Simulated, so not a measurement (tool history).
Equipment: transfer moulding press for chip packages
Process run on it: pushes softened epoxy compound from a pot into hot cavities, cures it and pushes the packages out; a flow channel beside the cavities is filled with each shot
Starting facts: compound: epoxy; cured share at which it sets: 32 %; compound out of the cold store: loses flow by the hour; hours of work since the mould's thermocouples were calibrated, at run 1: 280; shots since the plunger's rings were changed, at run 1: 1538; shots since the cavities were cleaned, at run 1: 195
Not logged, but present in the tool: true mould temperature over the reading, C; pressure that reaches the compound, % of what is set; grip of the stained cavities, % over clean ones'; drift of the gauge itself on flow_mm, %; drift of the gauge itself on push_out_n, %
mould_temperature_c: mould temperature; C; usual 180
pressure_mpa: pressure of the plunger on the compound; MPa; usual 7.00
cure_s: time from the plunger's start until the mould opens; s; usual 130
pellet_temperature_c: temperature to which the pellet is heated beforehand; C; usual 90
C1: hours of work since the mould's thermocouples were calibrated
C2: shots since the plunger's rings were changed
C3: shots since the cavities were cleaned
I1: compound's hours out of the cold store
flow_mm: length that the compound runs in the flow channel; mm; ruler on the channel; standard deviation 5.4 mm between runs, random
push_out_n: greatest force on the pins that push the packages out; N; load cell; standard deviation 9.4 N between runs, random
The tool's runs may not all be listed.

Run 1, hour 0.0: usual settings; C1 280; C2 1538; C3 195; I1 33.3. Result: flow_mm 557 mm, push_out_n 659 N.
Run 2, hour 44.1: usual settings; C1 312; C2 1994; C3 651; I1 41.1. Result: flow_mm 511 mm, push_out_n 773 N.
Run 3, hour 71.2: usual settings but mould_temperature_c 184 C; C1 332; C2 2274; C3 931; I1 29.5. Result: flow_mm 539 mm, push_out_n 791 N.
At hour 87.6: cavities cleaned with cleaning compound and waxed.
Run 4, hour 123.2: usual settings but pellet_temperature_c 98 C; C1 369; C2 2797; C3 368; I1 41.9. Result: flow_mm 493 mm, push_out_n 681 N.
Run 5, hour 161.9: usual settings; C1 397; C2 3197; C3 768; I1 31.8. Result: flow_mm 535 mm, push_out_n 820 N.
At hour 195.2: cavities cleaned with cleaning compound and waxed.
Run 6, hour 204.6: usual settings but mould_temperature_c 176 C; C1 427; C2 3623; C3 98; I1 22.2. Result: flow_mm 577 mm, push_out_n 618 N.
Run 7, hour 228.4: usual settings; C1 444; C2 3869; C3 344; I1 32.3. Result: flow_mm 536 mm, push_out_n 733 N.
Run 8, hour 272.2: usual settings; C1 476; C2 4322; C3 797; I1 31.7. Result: flow_mm 532 mm, push_out_n 802 N.
At hour 302.6: cavities cleaned with cleaning compound and waxed.
Run 9, hour 306.1: usual settings; C1 500; C2 4657; C3 37; I1 29.6. Result: flow_mm 528 mm, push_out_n 482 N.
Run 10, hour 352.7: usual settings but pellet_temperature_c 84 C; C1 534; C2 5138; C3 518; I1 11.1. Result: flow_mm 613 mm, push_out_n 748 N.
At hour 368.6: plunger's sealing rings changed.
Run 11, hour 386.8: usual settings but pellet_temperature_c 83 C; C1 557; C2 188; C3 845; I1 25.9. Result: flow_mm 589 mm, push_out_n 808 N.
At hour 410.8: cavities cleaned with cleaning compound and waxed.
Run 12, hour 414.5: usual settings but pellet_temperature_c 83 C; C1 576; C2 458; C3 37; I1 41.5. Result: flow_mm 519 mm, push_out_n 494 N.
At hour 431.2: mould's thermocouples calibrated.
Run 13, hour 463.4: usual settings but pellet_temperature_c 83 C; C1 24; C2 944; C3 523; I1 26.6. Result: flow_mm 582 mm, push_out_n 789 N.
Run 14, hour 490.5: usual settings but pellet_temperature_c 83 C; C1 43; C2 1224; C3 803; I1 45.0. Result: flow_mm 511 mm, push_out_n 787 N.
At hour 508.1: mould's thermocouples calibrated, once more.
Run 15, hour 513.6: usual settings but pellet_temperature_c 83 C; C1 4; C2 1442; C3 1021; I1 9.3. Result: flow_mm 648 mm, push_out_n 857 N.
At hour 520.2: cavities cleaned with cleaning compound and waxed.
Run 16, hour 549.8: usual settings but pellet_temperature_c 83 C; C1 29; C2 1801; C3 306; I1 9.8. Result: flow_mm 647 mm, push_out_n 734 N.
Run 17, hour 583.8: usual settings but pellet_temperature_c 83 C; C1 54; C2 2152; C3 657; I1 34.1. Result: flow_mm 544 mm, push_out_n 811 N.
At hour 628.6: cavities cleaned with cleaning compound and waxed.
Run 18, hour 630.4: usual settings but mould_temperature_c 174 C, cure_s 168 s, pellet_temperature_c 92 C; C1 87; C2 2619; C3 19; I1 34.2. Result: flow_mm 545 mm, push_out_n 435 N.
Run 19, hour 665.6: usual settings but mould_temperature_c 174 C, cure_s 168 s, pellet_temperature_c 92 C; C1 113; C2 2982; C3 382; I1 24.4. Result: flow_mm 573 mm, push_out_n 667 N.
Run 20, hour 706.0: usual settings but mould_temperature_c 186 C, pressure_mpa 5.65 MPa, cure_s 161 s, pellet_temperature_c 92 C; C1 143; C2 3400; C3 800; I1 16.6. Result: flow_mm 534 mm, push_out_n 716 N.
At hour 735.8: cavities cleaned with cleaning compound and waxed.
Run 21, hour 751.3: usual settings but pressure_mpa 6.66 MPa, cure_s 121 s; C1 175; C2 3853; C3 161; I1 36.6. Result: flow_mm 499 mm, push_out_n 633 N.
Run 22, hour 773.3: usual settings but pressure_mpa 6.66 MPa, cure_s 121 s; C1 191; C2 4080; C3 388; I1 10.0. Result: flow_mm 604 mm, push_out_n 810 N.
Run 23, hour 815.0: usual settings but mould_temperature_c 183 C, pressure_mpa 6.66 MPa, cure_s 121 s; C1 221; C2 4511; C3 819; I1 41.0. Result: flow_mm 480 mm, push_out_n 787 N.
At hour 841.4: cavities cleaned with cleaning compound and waxed.
Run 24, hour 863.4: usual settings but mould_temperature_c 183 C, pressure_mpa 6.66 MPa, cure_s 121 s; C1 255; C2 4996; C3 227; I1 47.1. Result: flow_mm 450 mm, push_out_n 620 N.
Run 25, hour 883.9: usual settings but mould_temperature_c 187 C, pressure_mpa 7.21 MPa, cure_s 123 s; C1 270; C2 5209; C3 440; I1 15.7. Result: flow_mm 586 mm, push_out_n 682 N.
At hour 893.3: plunger's sealing rings changed.
Run 26, hour 908.3: usual settings but mould_temperature_c 187 C, pressure_mpa 7.21 MPa, cure_s 123 s; C1 286; C2 155; C3 666; I1 33.3. Result: flow_mm 562 mm, push_out_n 719 N.
At hour 949.6: cavities cleaned with cleaning compound and waxed.
Run 27, hour 953.1: usual settings but mould_temperature_c 187 C, pressure_mpa 7.21 MPa, cure_s 123 s; C1 318; C2 602; C3 36; I1 29.0. Result: flow_mm 576 mm, push_out_n 448 N.

3 options for the next run, each taken on its own from the tool as it stands now. Forecast them:
Run A, hour 1000.3: usual settings but mould_temperature_c 183 C, pressure_mpa 7.21 MPa, cure_s 143 s, pellet_temperature_c 84 C; C1 352; C2 1090; C3 524; I1 33.9. Result: flow_mm ?, push_out_n ?.
Run B, hour 1000.3: usual settings but pressure_mpa 5.89 MPa; C1 352; C2 1090; C3 524; I1 10.2. Result: flow_mm ?, push_out_n ?.
Run C, hour 1000.3: usual settings but pressure_mpa 6.93 MPa, cure_s 136 s, pellet_temperature_c 93 C; C1 352; C2 1090; C3 524; I1 38.6. Result: flow_mm ?, push_out_n ?.

run  flow_mm  push_out_n
  A      545         691
  B      605         778
  C      532         751
What these runs would have given with no unlogged condition in the tool:
run  flow_mm  push_out_n
  A      555         375
  B      616         432
  C      541         412

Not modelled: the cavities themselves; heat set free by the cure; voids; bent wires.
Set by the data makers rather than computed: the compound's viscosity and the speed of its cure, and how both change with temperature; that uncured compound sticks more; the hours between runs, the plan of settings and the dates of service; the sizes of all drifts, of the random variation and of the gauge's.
